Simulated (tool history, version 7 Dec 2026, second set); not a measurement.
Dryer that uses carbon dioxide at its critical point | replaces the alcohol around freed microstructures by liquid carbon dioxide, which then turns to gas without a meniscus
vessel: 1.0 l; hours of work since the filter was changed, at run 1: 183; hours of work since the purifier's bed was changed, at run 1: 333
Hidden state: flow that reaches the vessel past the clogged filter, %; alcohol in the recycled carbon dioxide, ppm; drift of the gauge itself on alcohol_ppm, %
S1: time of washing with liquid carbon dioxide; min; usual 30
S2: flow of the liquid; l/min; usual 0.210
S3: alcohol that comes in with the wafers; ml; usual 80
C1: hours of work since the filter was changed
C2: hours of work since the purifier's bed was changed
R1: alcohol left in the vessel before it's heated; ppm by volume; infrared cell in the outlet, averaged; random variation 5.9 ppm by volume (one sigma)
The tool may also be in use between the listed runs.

| run | hour | S1 | S2 | S3 | C1 | C2 | R1 |
|---|---|---|---|---|---|---|---|
| 1 | 0.0 | 30 | 0.210 | 80 | 183 | 333 | 289 |
| 2 | 37.5 | 30 | 0.210 | 80 | 206 | 356 | 284 |
| 3 | 73.9 | 30 | 0.210 | 80 | 228 | 378 | 291 |
| 4 | 99.6 | 30 | 0.210 | 80 | 243 | 393 | 297 |
| 5 | 131.1 | 30 | 0.210 | 80 | 262 | 412 | 302 |
| 6 | 158.8 | 19 | 0.210 | 80 | 279 | 429 | 2209 |
| 7 | 199.1 | 19 | 0.210 | 80 | 303 | 453 | 2234 |
| 8 | 226.0 | 19 | 0.210 | 80 | 319 | 469 | 2223 |
| 9 | 269.6 | 19 | 0.210 | 80 | 345 | 496 | 2310 |
| 10 | 305.7 | 19 | 0.210 | 80 | 367 | 517 | 2327 |
| 11 | 342.7 | 30 | 0.210 | 80 | 389 | 540 | 350 |
| 12 | 367.6 | 33 | 0.210 | 80 | 405 | 555 | 230 |
| 13 | 407.3 | 19 | 0.153 | 45 | 428 | 579 | 3576 |
| 14 | 436.9 | 48 | 0.184 | 54 | 446 | 596 | 87 |
| 15 | 476.5 | 48 | 0.184 | 54 | 470 | 620 | 84 |
| 16 | 515.5 | 29 | 0.266 | 54 | 494 | 644 | 131 |
| 17 | 544.7 | 29 | 0.266 | 54 | 511 | 661 | 123 |
| 18 | 567.4 | 29 | 0.266 | 42 | 525 | 675 | 124 |
| 19 | 600.5 | 27 | 0.149 | 32 | 545 | 695 | 1030 |
| 20 | 619.6 | 22 | 0.223 | 20 | 556 | 706 | 347 |
| 21 | 652.8 | 27 | 0.298 | 96 | 576 | 726 | 155 |
|  | 664.5 | inlet filter changed |
| 22 | 683.9 | 25 | 0.127 | 101 | 12 | 745 | 5279 |
| 23 | 726.9 | 25 | 0.127 | 101 | 38 | 770 | 5265 |

Measured less the same run without the tool's hidden state. The same run-to-run variation is in both; the gauge's scatter may not be:
| run | R1 |
|---|---|
| 1 | +72 |
| 2 | +77 |
| 3 | +83 |
| 4 | +89 |
| 5 | +95 |
| 6 | +357 |
| 7 | +384 |
| 8 | +396 |
| 9 | +440 |
| 10 | +465 |
| 11 | +136 |
| 12 | +108 |
| 13 | +597 |
| 14 | +68 |
| 15 | +69 |
| 16 | +87 |
| 17 | +87 |
| 18 | +85 |
| 19 | +306 |
| 20 | +152 |
| 21 | +108 |
| 22 | +152 |
| 23 | +205 |
